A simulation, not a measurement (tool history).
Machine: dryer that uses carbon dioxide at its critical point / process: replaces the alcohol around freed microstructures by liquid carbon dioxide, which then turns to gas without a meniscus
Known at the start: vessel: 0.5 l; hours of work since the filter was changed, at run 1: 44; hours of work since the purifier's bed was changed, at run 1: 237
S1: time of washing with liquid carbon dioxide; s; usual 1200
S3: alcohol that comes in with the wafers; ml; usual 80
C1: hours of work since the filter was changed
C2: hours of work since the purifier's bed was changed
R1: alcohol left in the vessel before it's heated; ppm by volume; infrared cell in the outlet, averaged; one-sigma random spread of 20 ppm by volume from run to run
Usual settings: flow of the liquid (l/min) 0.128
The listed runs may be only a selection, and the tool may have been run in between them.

Run 1, hour 0: usual settings; C1 44; C2 237. Result: R1 1508 ppm by volume.
Run 2, hour 14.8: usual settings but S3 23 ml; C1 50; C2 242. Result: R1 539 ppm by volume.
Run 3, hour 31.9: usual settings but S3 23 ml; C1 57; C2 249. Result: R1 547 ppm by volume.
Run 4, hour 45.2: usual settings but S3 23 ml; C1 62; C2 254. Result: R1 530 ppm by volume.
Run 5, hour 73.1: usual settings but S3 23 ml; C1 72; C2 265. Result: R1 564 ppm by volume.
Run 6, hour 94.1: usual settings but S3 23 ml; C1 81; C2 273. Result: R1 547 ppm by volume.
Run 7, hour 108.1: usual settings but S3 23 ml; C1 86; C2 278. Result: R1 566 ppm by volume.
Run 8, hour 135.6: usual settings but flow of the liquid (l/min) 0.108; C1 96; C2 289. Result: R1 3255 ppm by volume.
Run 9, hour 148.1: usual settings but S3 73 ml; C1 101; C2 293. Result: R1 1442 ppm by volume.
Run 10, hour 170.2: usual settings; C1 110; C2 302. Result: R1 1563 ppm by volume.
Run 11, hour 190.2: usual settings; C1 117; C2 310. Result: R1 1551 ppm by volume.
Run 12, hour 217: usual settings but S3 58 ml; C1 128; C2 320. Result: R1 1251 ppm by volume.
Run 13, hour 238.5: usual settings but S3 58 ml; C1 136; C2 328. Result: R1 1235 ppm by volume.
Run 14, hour 256.5: usual settings but flow of the liquid (l/min) 0.192; C1 143; C2 335. Result: R1 312 ppm by volume.
Run 15, hour 274.4: usual settings but flow of the liquid (l/min) 0.192; C1 150; C2 342. Result: R1 310 ppm by volume.
Run 16, hour 295.8: usual settings but flow of the liquid (l/min) 0.192; C1 158; C2 350. Result: R1 320 ppm by volume.
Run 17, hour 318.2: usual settings but S3 107 ml; C1 166; C2 359. Result: R1 2205 ppm by volume.
Run 18, hour 343: usual settings but S3 107 ml; C1 176; C2 368. Result: R1 2256 ppm by volume.
Run 19, hour 368.9: usual settings but S1 840 s; C1 186; C2 378. Result: R1 6205 ppm by volume.
Run 20, hour 384.2: usual settings but S1 840 s; C1 192; C2 384. Result: R1 6380 ppm by volume.
Run 21, hour 411.1: usual settings but S3 36 ml; C1 202; C2 394. Result: R1 917 ppm by volume.
Run 22, hour 438.9: usual settings but S3 30 ml; C1 213; C2 405. Result: R1 845 ppm by volume.
Run 23, hour 453: usual settings but S3 30 ml; C1 218; C2 410. Result: R1 856 ppm by volume.
Run 24, hour 477.4: usual settings but S3 30 ml; C1 227; C2 420. Result: R1 866 ppm by volume.
Run 25, hour 505.3: usual settings but S3 23 ml; C1 238; C2 430. Result: R1 723 ppm by volume.
Run 26, hour 530.1: usual settings but S1 960 s, flow of the liquid (l/min) 0.101, S3 49 ml; C1 248; C2 440. Result: R1 5998 ppm by volume.
Run 27, hour 552: usual settings but S1 1740 s, flow of the liquid (l/min) 0.085, S3 49 ml; C1 256; C2 448. Result: R1 1659 ppm by volume.
Run 28, hour 580.1: usual settings but S1 1440 s, flow of the liquid (l/min) 0.189, S3 108 ml; C1 267; C2 459. Result: R1 309 ppm by volume.
Run 29, hour 606.9: usual settings but S1 1440 s, flow of the liquid (l/min) 0.189, S3 108 ml; C1 277; C2 469. Result: R1 328 ppm by volume.
Run 30, hour 631.1: usual settings but S1 1440 s, flow of the liquid (l/min) 0.189, S3 108 ml; C1 286; C2 479. Result: R1 332 ppm by volume.
Run 31, hour 648.9: usual settings but S1 1440 s, flow of the liquid (l/min) 0.189, S3 108 ml; C1 293; C2 485. Result: R1 336 ppm by volume.
Run 32, hour 676.1: usual settings but flow of the liquid (l/min) 0.099, S3 21 ml; C1 304; C2 496. Result: R1 1654 ppm by volume.
Run 33, hour 699.3: usual settings but S1 1320 s, flow of the liquid (l/min) 0.132, S3 40 ml; C1 312; C2 505. Result: R1 780 ppm by volume.
Run 34, hour 714.1: usual settings but flow of the liquid (l/min) 0.1, S3 34 ml; C1 318; C2 510. Result: R1 2480 ppm by volume.
At hour 733.5: purifier's bed changed.
Run 35, hour 734.2: usual settings but flow of the liquid (l/min) 0.1, S3 34 ml; C1 325; C2 0. Result: R1 2181 ppm by volume.
Run 36, hour 759.2: usual settings but S1 1320 s, flow of the liquid (l/min) 0.201, S3 26 ml; C1 334; C2 10. Result: R1 22 ppm by volume.
Run 37, hour 785.5: usual settings but S1 1620 s, flow of the liquid (l/min) 0.163, S3 33 ml; C1 344; C2 20. Result: R1 52 ppm by volume.
Run 38, hour 803.4: usual settings but S1 1620 s, flow of the liquid (l/min) 0.165, S3 52 ml; C1 351; C2 27. Result: R1 59 ppm by volume.

The next listed run, before its measurement:
At hour 817.8: inlet filter changed.
Run 39, hour 829.2: usual settings but S1 960 s, flow of the liquid (l/min) 0.177; C1 4; C2 36. Result: R1 ?.

R1: 712 ppm by volume
On a tool with no hidden condition, and with the same random variation, this run would have come out at R1 668 ppm by volume.
